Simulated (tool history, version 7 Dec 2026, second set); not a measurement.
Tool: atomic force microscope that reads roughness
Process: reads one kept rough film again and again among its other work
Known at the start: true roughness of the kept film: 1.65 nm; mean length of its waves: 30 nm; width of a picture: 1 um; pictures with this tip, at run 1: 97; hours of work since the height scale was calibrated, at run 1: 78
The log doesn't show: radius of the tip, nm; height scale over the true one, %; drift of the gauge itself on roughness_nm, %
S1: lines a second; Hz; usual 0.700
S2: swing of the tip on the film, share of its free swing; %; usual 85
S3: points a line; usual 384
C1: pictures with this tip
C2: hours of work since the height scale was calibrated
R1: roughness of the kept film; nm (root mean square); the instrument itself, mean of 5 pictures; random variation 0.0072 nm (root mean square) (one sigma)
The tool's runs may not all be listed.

| run | day | S1 | S2 | S3 | C1 | C2 | R1 |
|---|---|---|---|---|---|---|---|
| 1 | 0.000 | 0.700 | 85 | 384 | 97 | 78 | 1.487 |
| 2 | 0.775 | 0.700 | 85 | 384 | 124 | 90 | 1.476 |
| 3 | 2.154 | 0.700 | 85 | 384 | 172 | 110 | 1.492 |
| 4 | 3.071 | 0.700 | 85 | 1018 | 204 | 124 | 1.486 |
| 5 | 3.671 | 0.700 | 85 | 1018 | 225 | 133 | 1.482 |
| 6 | 4.638 | 0.700 | 85 | 1018 | 258 | 148 | 1.487 |
| 7 | 5.667 | 0.700 | 85 | 1018 | 294 | 163 | 1.494 |
|  | 6.275 | new tip fitted |
| 8 | 6.658 | 1.696 | 85 | 384 | 13 | 178 | 1.377 |
| 9 | 8.062 | 1.696 | 85 | 384 | 62 | 199 | 1.360 |
| 10 | 8.946 | 0.700 | 85 | 384 | 93 | 212 | 1.483 |
| 11 | 9.617 | 0.700 | 85 | 384 | 116 | 222 | 1.478 |
| 12 | 10.475 | 0.700 | 85 | 384 | 146 | 235 | 1.475 |
| 13 | 11.383 | 0.700 | 85 | 326 | 177 | 249 | 1.480 |
| 14 | 12.412 | 0.796 | 85 | 326 | 213 | 264 | 1.458 |
| 15 | 13.171 | 0.796 | 85 | 326 | 239 | 276 | 1.458 |
| 16 | 14.429 | 1.470 | 85 | 304 | 283 | 295 | 1.368 |
|  | 15.392 | new tip fitted |
| 17 | 15.633 | 0.522 | 72 | 596 | 9 | 313 | 1.547 |
| 18 | 16.512 | 0.522 | 72 | 596 | 39 | 326 | 1.550 |
| 19 | 17.896 | 0.522 | 72 | 596 | 87 | 347 | 1.541 |
| 20 | 18.900 | 0.522 | 72 | 596 | 122 | 362 | 1.544 |
| 21 | 20.342 | 3.565 | 85 | 656 | 172 | 383 | 1.183 |
| 22 | 21.750 | 1.966 | 81 | 772 | 221 | 405 | 1.374 |
| 23 | 22.979 | 1.966 | 81 | 772 | 263 | 423 | 1.371 |
| 24 | 23.750 | 0.720 | 88 | 1013 | 290 | 435 | 1.466 |
|  | 24.538 | new tip fitted |
| 25 | 24.550 | 1.131 | 80 | 416 | 0 | 446 | 1.455 |
| 26 | 25.162 | 1.131 | 80 | 416 | 22 | 456 | 1.459 |
| 27 | 26.175 | 1.616 | 73 | 384 | 57 | 471 | 1.456 |
| 28 | 27.600 | 1.616 | 88 | 436 | 106 | 492 | 1.337 |
| 29 | 28.512 | 1.616 | 88 | 436 | 138 | 506 | 1.348 |

Forecast each of these 5 alternatives for the next run:
| A | 29.346 | 0.700 | 79 | 931 | 167 | 519 | ? |
| B | 29.346 | 0.700 | 56 | 384 | 167 | 519 | ? |
| C | 29.346 | 1.616 | 55 | 759 | 167 | 519 | ? |
| D | 29.346 | 1.546 | 69 | 384 | 167 | 519 | ? |
| E | 29.346 | 0.733 | 85 | 441 | 167 | 519 | ? |

| run | R1 |
|---|---|
| A | 1.514 |
| B | 1.559 |
| C | 1.561 |
| D | 1.485 |
| E | 1.487 |
Without the tool's hidden state the same runs would have given:
| run | R1 |
|---|---|
| A | 1.516 |
| B | 1.562 |
| C | 1.563 |
| D | 1.487 |
| E | 1.489 |
